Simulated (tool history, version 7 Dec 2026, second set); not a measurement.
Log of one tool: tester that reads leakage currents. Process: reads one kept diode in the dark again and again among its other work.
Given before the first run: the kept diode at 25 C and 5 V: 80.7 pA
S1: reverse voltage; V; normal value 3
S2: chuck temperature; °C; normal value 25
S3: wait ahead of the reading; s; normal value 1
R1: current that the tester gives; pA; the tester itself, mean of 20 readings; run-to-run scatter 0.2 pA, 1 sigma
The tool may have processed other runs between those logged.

run	day	S1	S2	S3	R1
1	0	3	25	1	60.06
2	0.85	3	25	1	59.96
3	2.262	3	25	1	59.45
4	3.692	3	25	1	58.83
5	4.775	3	25	1	58.74
6	6.133	3	25	0.61	58.38
7	7.242	3	25	0.61	58.28
8	8.708	3	25	0.61	57.46
9	9.4	3	25	0.61	57.51
10	10.038	3	25	1.15	57.09
11	10.925	3	25	1	56.96
12	12.454	3	25	0.4	57.1
13	13.375	3	22	0.4	44.71
14	14.767	3	22	0.4	44.36
15	15.75	3	25	1	56.02
# day 16.088: chuck's temperature calibrated
16	17.271	3	25	1.01	64.93
17	18.596	3	25	1.01	64.53
# day 18.796: tester calibrated
18	19.846	3	25	1.01	64.02
19	21.054	3	55	1	589.13
20	22.396	3	25	1	63.57
21	23.683	3	25	1	63.74
22	24.796	3	25	1	62.71
# day 25.542: tester calibrated, once more
23	25.542	9.88	57	2.46	1173.09
24	26.917	4.67	24	0.41	72.08
25	27.717	4.67	24	0.41	71.61
26	29.242	3.05	57	0.41	656.05
27	30.017	3.05	57	0.41	650.63
28	30.929	1.5	30	0.41	64.17
29	32.462	1.5	30	0.41	64.16
# day 33.521: probe card cleaned and baked
30	33.992	1.5	30	0.41	62.4
31	34.654	3	21	1	41.83
32	35.512	14.92	49	2.64	790.48
33	36.542	14.92	49	2.64	782.01
34	37.446	14.92	49	2.64	781.95
35	38.238	5.21	23	2.64	63.39
36	39.221	5.21	23	2.64	62.71
37	40.2	5.21	23	2.64	62.87
38	41.008	5.11	32	4.11	128.86
39	42.421	4.31	32	6.14	117.72
40	43.242	7.33	60	7.93	1154.41

Alternative continuations, all from the tool just after run 40; predict every row:
A	44.183	7.33	29	3.12	?
B	44.183	1.92	60	7.93	?
C	44.183	2.14	41	4.85	?

run	R1
A	119
B	598.4
C	166.13
With the hidden condition removed and each run's random variation left untouched, the same runs would have given:
run	R1
A	134.83
B	664.3
C	186.8
